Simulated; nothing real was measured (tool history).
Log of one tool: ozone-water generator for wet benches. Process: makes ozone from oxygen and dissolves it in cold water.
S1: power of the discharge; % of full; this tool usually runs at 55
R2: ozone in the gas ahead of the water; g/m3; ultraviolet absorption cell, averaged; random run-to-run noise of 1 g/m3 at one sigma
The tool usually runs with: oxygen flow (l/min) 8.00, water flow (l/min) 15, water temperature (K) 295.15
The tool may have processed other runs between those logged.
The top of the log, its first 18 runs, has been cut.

Run 19, hour 636.2: usual settings but oxygen flow (l/min) 12.45, water temperature (K) 301.15. Result: dissolved ozone (ppm) 17.7, R2 136.0 g/m3.
Run 20, hour 680.0: usual settings but S1 73 % of full, oxygen flow (l/min) 6.62, water flow (l/min) 12, water temperature (K) 291.15. Result: dissolved ozone (ppm) 38.0, R2 243.3 g/m3.
Run 21, hour 719.6: usual settings but water flow (l/min) 18, water temperature (K) 288.15. Result: dissolved ozone (ppm) 23.9, R2 180.5 g/m3.
Run 22, hour 761.1: usual settings but water flow (l/min) 18, water temperature (K) 288.15. Result: dissolved ozone (ppm) 23.7, R2 178.0 g/m3.
At hour 765.5: water thermometer calibrated.
Run 23, hour 821.0: usual settings but S1 71 % of full, oxygen flow (l/min) 11.67, water flow (l/min) 17. Result: dissolved ozone (ppm) 22.6, R2 164.0 g/m3.
Run 24, hour 875.7: usual settings but S1 71 % of full, oxygen flow (l/min) 4.02, water flow (l/min) 17. Result: dissolved ozone (ppm) 28.7, R2 325.2 g/m3.
Run 25, hour 901.1: usual settings but S1 71 % of full, oxygen flow (l/min) 4.02, water flow (l/min) 17. Result: dissolved ozone (ppm) 29.3, R2 327.2 g/m3.
Run 26, hour 927.4: usual settings but oxygen flow (l/min) 11.77, water temperature (K) 290.15. Result: dissolved ozone (ppm) 23.6, R2 140.0 g/m3.
At hour 949.6: water thermometer calibrated, once more.
Run 27, hour 979.2: usual settings but S1 80 % of full, oxygen flow (l/min) 7.25, water flow (l/min) 16, water temperature (K) 301.15. Result: dissolved ozone (ppm) 26.0, R2 238.4 g/m3.
Run 28, hour 1014.4: usual settings but S1 80 % of full, oxygen flow (l/min) 7.25, water flow (l/min) 16, water temperature (K) 301.15. Result: dissolved ozone (ppm) 25.8, R2 238.2 g/m3.
Run 29, hour 1065.5: usual settings but S1 76 % of full, oxygen flow (l/min) 11.03. Result: dissolved ozone (ppm) 26.0, R2 176.6 g/m3.
Run 30, hour 1108.0: usual settings but S1 76 % of full, oxygen flow (l/min) 11.03. Result: dissolved ozone (ppm) 26.2, R2 177.8 g/m3.
Run 31, hour 1169.1: usual settings but oxygen flow (l/min) 5.45, water flow (l/min) 23, water temperature (K) 289.15. Result: dissolved ozone (ppm) 19.4, R2 229.8 g/m3.
Run 32, hour 1203.6: usual settings but oxygen flow (l/min) 11.67, water flow (l/min) 16, water temperature (K) 297.15. Result: dissolved ozone (ppm) 19.0, R2 139.9 g/m3.
Run 33, hour 1249.5: usual settings but oxygen flow (l/min) 11.67, water flow (l/min) 16, water temperature (K) 297.15. Result: dissolved ozone (ppm) 18.8, R2 140.8 g/m3.

Run 34 comes next. What will it give?
Run 34, hour 1278.5: usual settings but S1 86 % of full, oxygen flow (l/min) 5.75, water flow (l/min) 16, water temperature (K) 297.15. Result: dissolved ozone (ppm) ?, R2 ?.

Run 34 produced dissolved ozone (ppm) 31.0, R2 290.4 g/m3.
With no hidden state in the tool, this same run would have given dissolved ozone (ppm) 33.1, R2 300.7 g/m3.

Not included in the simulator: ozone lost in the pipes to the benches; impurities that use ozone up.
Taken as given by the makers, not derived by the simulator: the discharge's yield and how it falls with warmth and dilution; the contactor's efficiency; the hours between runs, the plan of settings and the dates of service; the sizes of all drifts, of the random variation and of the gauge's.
